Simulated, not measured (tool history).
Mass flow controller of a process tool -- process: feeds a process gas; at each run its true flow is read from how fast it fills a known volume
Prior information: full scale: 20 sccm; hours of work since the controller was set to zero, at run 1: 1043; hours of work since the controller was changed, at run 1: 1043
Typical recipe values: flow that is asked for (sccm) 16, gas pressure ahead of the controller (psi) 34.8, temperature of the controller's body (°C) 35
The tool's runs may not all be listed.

run	hour	flow that is asked for (sccm)	gas pressure ahead of the controller (psi)	temperature of the controller's body (°C)	hours of work since the controller was set to zero	hours of work since the controller was changed	true flow (%)
1	0.0	16	34.8	35	1043	1043	100.16
2	310.2	16	34.8	35	1283	1283	100.09
3	640.4	16	34.8	35	1538	1538	100.11
4	813.1	16	34.8	35	1672	1672	100.17
5	1096.0	16	34.8	35	1890	1890	100.04
6	1431.2	16	34.8	35	2149	2149	100.07
7	1599.7	16	34.8	35	2280	2280	100.15
8	1815.5	16	20.5	35	2446	2446	100.72
9	2197.6	16	20.5	35	2742	2742	100.67
10	2441.9	16	20.5	35	2930	2930	100.78
11	2616.5	8	37.4	37	3065	3065	99.09

Each row is a separate what-if for the run after 11, all from the same tool condition, not one after another. Results?
A	2839.6	2	34.8	20	3238	3238	?
B	2839.6	6	22.2	27	3238	3238	?
C	2839.6	8	37.4	32	3238	3238	?
D	2839.6	5	34.8	35	3238	3238	?
E	2839.6	13	37.4	37	3238	3238	?

run	true flow (%)
A	97.34
B	98.88
C	98.97
D	98.95
E	99.93
Stripped of hidden state, with their random variation kept, the same runs would have yielded:
run	true flow (%)
A	97.32
B	98.87
C	98.96
D	98.94
E	99.92
